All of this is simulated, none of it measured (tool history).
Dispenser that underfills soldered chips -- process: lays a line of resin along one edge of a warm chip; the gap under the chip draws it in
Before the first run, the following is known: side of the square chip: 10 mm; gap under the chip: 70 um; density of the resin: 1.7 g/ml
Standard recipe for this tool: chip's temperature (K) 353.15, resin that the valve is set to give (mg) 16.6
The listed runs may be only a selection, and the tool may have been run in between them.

run,hour,chip's temperature (K),resin that the valve is set to give (mg),time until the resin shows at the far edge (s),resin that the valve gave (mg)
1,0,353.15,16.6,121.4,16.1
2,4.8,353.15,16.6,145.4,15.98
3,11.9,353.15,16.6,99.7,15.96
4,17.9,353.15,16.6,126.9,15.93
5,21.5,353.15,16.6,146.4,15.88
6,27.8,344.15,16.6,151.4,15.81
7,32.1,353.15,16.9,113.3,16.06
8,37.2,353.15,16.9,136.9,16.23
9,41.9,353.15,16.9,89.4,16.09
10,47.1,353.15,16.9,108.3,16.01
11,51,363.15,16.9,78.4,15.77
12,58.1,351.15,16.6,93.1,15.5
13,64,353.15,16.6,107.8,15.49
14,67.2,358.15,18.1,91.6,16.99
15,73.9,348.15,14.3,114.7,13.41
16,79.9,366.15,16.5,55.5,15.24
17,84.9,366.15,16.7,68.6,15.48
18,88.9,355.15,17.3,131.5,15.99
19,95.2,346.15,19.9,136.1,18.26
20,100.4,346.15,19.9,167.2,18.3
21,106.6,346.15,19.9,198,19.99
22,113.8,340.15,15.2,196.8,15.19
23,117.7,342.15,16.6,202.5,16.56
24,124.2,342.15,16.6,257.6,16.49
25,128.2,345.15,21.4,133.3,21.16
26,133.2,349.15,21.4,130.9,21.03

Not shown here: 9 entries made in the log between runs. Locate each between two listed runs and compare the hidden state at the listed run before it with the hidden state at the listed run after it:
Between runs 2 and 3: new syringe of resin (hour 6.2)
  resin's viscosity, % of fresh resin's: 179.4 -> 124.5; dose that the valve gives, % of what is set: 96.4 -> 96.1; true chip temperature over the reading, C: -1.15 -> -1.19
  measured result minus the result with no hidden state, time until the resin shows at the far edge (s): +69.8 -> +24.9; resin that the valve gave (mg): -0.6 -> -0.65
Between runs 5 and 6: new syringe of resin (hour 23)
  resin's viscosity, % of fresh resin's: 178.9 -> 117.9; dose that the valve gives, % of what is set: 95.66 -> 95.39; true chip temperature over the reading, C: -1.24 -> -1.27
  measured result minus the result with no hidden state, time until the resin shows at the far edge (s): +70.3 -> +32.5; resin that the valve gave (mg): -0.72 -> -0.77
Between runs 8 and 9: new syringe of resin (hour 39.9)
  resin's viscosity, % of fresh resin's: 167.9 -> 109.7; dose that the valve gives, % of what is set: 94.98 -> 94.77; true chip temperature over the reading, C: -1.32 -> -1.34
  measured result minus the result with no hidden state, time until the resin shows at the far edge (s): +61.3 -> +14.1; resin that the valve gave (mg): -0.85 -> -0.88
Between runs 11 and 12: new syringe of resin (hour 57)
  resin's viscosity, % of fresh resin's: 154 -> 102.8; dose that the valve gives, % of what is set: 94.37 -> 94.06; true chip temperature over the reading, C: -1.39 -> -1.42
  measured result minus the result with no hidden state, time until the resin shows at the far edge (s): +31.3 -> +10; resin that the valve gave (mg): -0.95 -> -0.98
Between runs 14 and 15: new syringe of resin (hour 73.9)
  resin's viscosity, % of fresh resin's: 144.5 -> 101; dose that the valve gives, % of what is set: 93.65 -> 93.33; true chip temperature over the reading, C: -1.47 -> -1.5
  measured result minus the result with no hidden state, time until the resin shows at the far edge (s): +33.3 -> +12.7; resin that the valve gave (mg): -1.15 -> -0.96
Between runs 18 and 19: new syringe of resin (hour 90.6)
  resin's viscosity, % of fresh resin's: 178 -> 118.7; dose that the valve gives, % of what is set: 92.66 -> 92.41; true chip temperature over the reading, C: -1.58 -> -1.61
  measured result minus the result with no hidden state, time until the resin shows at the far edge (s): +64.5 -> +31.5; resin that the valve gave (mg): -1.27 -> -1.5
Between runs 20 and 21: dispensing valve cleaned and set on the balance (hour 105)
  resin's viscosity, % of fresh resin's: 144.1 -> 175.2; dose that the valve gives, % of what is set: 92.17 -> 100.02; true chip temperature over the reading, C: -1.64 -> -1.67
  measured result minus the result with no hidden state, time until the resin shows at the far edge (s): +61.5 -> +94.1; resin that the valve gave (mg): -1.56 -> +0.01
Between runs 21 and 22: new syringe of resin (hour 108.7)
  resin's viscosity, % of fresh resin's: 175.2 -> 119.7; dose that the valve gives, % of what is set: 100.02 -> 99.71; true chip temperature over the reading, C: -1.67 -> -1.7
  measured result minus the result with no hidden state, time until the resin shows at the far edge (s): +94.1 -> +46.8; resin that the valve gave (mg): +0.01 -> -0.04
Between runs 24 and 25: new syringe of resin (hour 125.5)
  resin's viscosity, % of fresh resin's: 177.1 -> 109.7; dose that the valve gives, % of what is set: 99.22 -> 99.06; true chip temperature over the reading, C: -1.75 -> -1.77
  measured result minus the result with no hidden state, time until the resin shows at the far edge (s): +125.5 -> +22.6; resin that the valve gave (mg): -0.13 -> -0.2
